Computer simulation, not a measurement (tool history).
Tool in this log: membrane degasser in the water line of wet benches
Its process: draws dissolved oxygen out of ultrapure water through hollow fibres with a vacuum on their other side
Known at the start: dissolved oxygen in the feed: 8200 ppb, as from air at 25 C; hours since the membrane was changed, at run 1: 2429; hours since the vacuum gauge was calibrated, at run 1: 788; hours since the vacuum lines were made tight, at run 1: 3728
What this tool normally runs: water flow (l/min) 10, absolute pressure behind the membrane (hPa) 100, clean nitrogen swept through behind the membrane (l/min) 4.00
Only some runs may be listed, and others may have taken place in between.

run     day  water flow (l/min)  absolute pressure behind the membrane (hPa)  clean nitrogen swept through behind the membrane (l/min)  hours since the membrane was changed  hours since the vacuum gauge was calibrated  hours since the vacuum lines were made tight  dissolved oxygen in the water behind the degasser (ppb)  pressure that the water loses in the fibres (hPa)
  1   0.000                  10                                          100                                                      4.00                                  2429                                          788                                          3728                                                     65.3                                              390.7
  2   3.500                  10                                          100                                                      4.00                                  2513                                          872                                          3812                                                     64.2                                              388.0
  3   6.571                  10                                          100                                                      4.00                                  2586                                          946                                          3886                                                     64.8                                              390.4
  4   9.612                  10                                          100                                                      4.00                                  2659                                         1019                                          3959                                                     65.7                                              390.9
  5  12.246                  10                                          100                                                      4.00                                  2723                                         1082                                          4022                                                     66.7                                              393.8
  6  17.425                  13                                          100                                                      4.00                                  2847                                         1206                                          4147                                                    103.8                                              507.4
  7  21.529                  13                                          100                                                      4.00                                  2945                                         1305                                          4245                                                    104.6                                              506.0
  8  26.354                  13                                          100                                                      4.00                                  3061                                         1421                                          4361                                                    104.9                                              507.2
  9  29.000                   8                                          100                                                      4.00                                  3125                                         1484                                          4424                                                     47.5                                              313.1
 10  32.717                   8                                          100                                                      4.00                                  3214                                         1573                                          4514                                                     47.1                                              313.4
 11  36.417                   8                                          100                                                      4.00                                  3303                                         1662                                          4602                                                     46.6                                              312.9
     38.204  -- seals of the vacuum lines changed
 12  39.196                   9                                          100                                                      4.00                                  3367                                         1727                                            24                                                     54.2                                              354.3
 13  43.792                   9                                          100                                                      4.00                                  3478                                         1837                                           134                                                     53.3                                              353.0
 14  48.217                   9                                          100                                                      4.00                                  3584                                         1943                                           240                                                     53.6                                              356.2
 15  51.625                   9                                          100                                                      4.00                                  3666                                         2025                                           322                                                     53.6                                              351.8
 16  55.138                   9                                          100                                                      4.00                                  3750                                         2109                                           406                                                     54.0                                              356.0
 17  57.254                   8                                          100                                                      1.72                                  3801                                         2160                                           457                                                     88.8                                              317.6

What does the tool deliver on the next run?
 18  60.833                   8                                          100                                                      1.72                                  3887                                         2246                                           543                                                        ?                                                  ?

Logged for run 18: dissolved oxygen in the water behind the degasser (ppb) 87.8, pressure that the water loses in the fibres (hPa) 312.1.
With the hidden condition absent and the run-to-run variation left alone, this run would have shown dissolved oxygen in the water behind the degasser (ppb) 83.4, pressure that the water loses in the fibres (hPa) 303.1.
